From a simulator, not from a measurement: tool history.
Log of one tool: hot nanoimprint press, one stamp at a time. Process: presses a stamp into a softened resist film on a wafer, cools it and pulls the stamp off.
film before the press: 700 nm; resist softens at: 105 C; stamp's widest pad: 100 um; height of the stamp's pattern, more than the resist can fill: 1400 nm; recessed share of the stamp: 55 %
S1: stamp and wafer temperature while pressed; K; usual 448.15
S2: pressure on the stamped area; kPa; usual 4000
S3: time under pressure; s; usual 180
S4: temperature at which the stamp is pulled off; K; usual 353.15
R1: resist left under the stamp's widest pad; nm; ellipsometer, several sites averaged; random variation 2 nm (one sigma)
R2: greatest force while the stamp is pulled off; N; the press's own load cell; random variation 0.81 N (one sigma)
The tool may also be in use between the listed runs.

run	hour	S1	S2	S3	S4	R1	R2
1	0.0	448.15	4000	180	353.15	313.9	135.8
2	21.1	448.15	4000	180	353.15	314.3	135.3
3	39.7	448.15	4000	180	353.15	317.8	134.7
# hour 58.2: stamp cleaned and given a new release coat
4	68.1	448.15	4000	349	353.15	245.4	129.7
5	90.2	448.15	3570	180	353.15	329.5	130.4
6	114.0	448.15	3570	357	353.15	254.3	130.2
7	135.3	448.15	3570	357	353.15	254.8	129.2
8	149.6	448.15	3570	357	353.15	253.0	130.1
9	165.6	448.15	3570	164	353.15	337.6	130.7
# hour 170.7: plate thermocouple calibrated
10	186.2	448.15	3570	164	353.15	335.7	131.6
11	200.1	448.15	4000	246	353.15	272.4	131.7
12	211.8	448.15	4000	246	353.15	272.5	131.5
# hour 229.2: plate thermocouple calibrated, once more
13	234.0	448.15	4000	246	353.15	284.4	133.7
14	254.4	448.15	4000	246	353.15	285.4	134.0
15	269.0	448.15	4000	246	353.15	285.9	134.0
16	284.0	449.15	6150	180	353.15	244.1	133.6
17	296.9	449.15	6150	180	353.15	245.8	134.7
18	308.9	446.15	6150	180	339.15	285.6	157.2
19	334.1	448.15	4000	180	338.15	315.8	158.5
20	351.4	448.15	4000	98	357.15	391.3	129.3
# hour 369.1: stamp cleaned and given a new release coat
21	379.5	448.15	4000	180	354.15	316.8	128.7
22	399.5	448.15	4000	97	345.15	392.0	143.5
23	412.6	448.15	4000	97	345.15	390.6	143.7
24	430.7	448.15	2740	97	345.15	452.8	143.3
25	452.6	448.15	2740	97	345.15	450.3	143.2
26	478.1	457.15	3280	94	345.15	291.3	144.2
27	497.4	457.15	3280	94	345.15	292.2	144.8
28	511.1	457.15	3280	94	345.15	293.1	145.8
29	535.0	457.15	3280	94	345.15	289.5	145.4
30	553.6	457.15	3280	94	345.15	291.0	145.1

Some steps in R1 between neighbouring runs. How much of each would the tool show without its hidden state too (settings, what came in, random variation), and how much is left for the hidden state, with any gauge scatter that isn't in both results?
The hidden state here: true temperature over the reading, C; pressure that arrives at the usual setting, %; grip of the stamp's worn release coat, % over a new coat's; drift of the gauge itself on residual_nm, %; drift of the gauge itself on pull_off_n, %.
Run 4 -> 5: S2 4000 -> 3570, S3 349 -> 180. R1 +84.1 nm: hidden state -1.8, all else +85.9.
Run 8 -> 9: S3 357 -> 164. R1 +84.6 nm: hidden state -1.7, all else +86.3.
Run 9 -> 10: plate thermocouple calibrated. R1 -1.9 nm: hidden state -4.3, all else +2.4.
Run 12 -> 13: plate thermocouple calibrated, once more. R1 +11.9 nm: hidden state +12.3, all else -0.4.
Run 18 -> 19: S1 446.15 -> 448.15, S2 6150 -> 4000, S4 339.15 -> 338.15. R1 +30.2 nm: hidden state -2.1, all else +32.3.
Run 25 -> 26: S1 448.15 -> 457.15, S2 2740 -> 3280, S3 97 -> 94. R1 -159.0 nm: hidden state +1.4, all else -160.4.

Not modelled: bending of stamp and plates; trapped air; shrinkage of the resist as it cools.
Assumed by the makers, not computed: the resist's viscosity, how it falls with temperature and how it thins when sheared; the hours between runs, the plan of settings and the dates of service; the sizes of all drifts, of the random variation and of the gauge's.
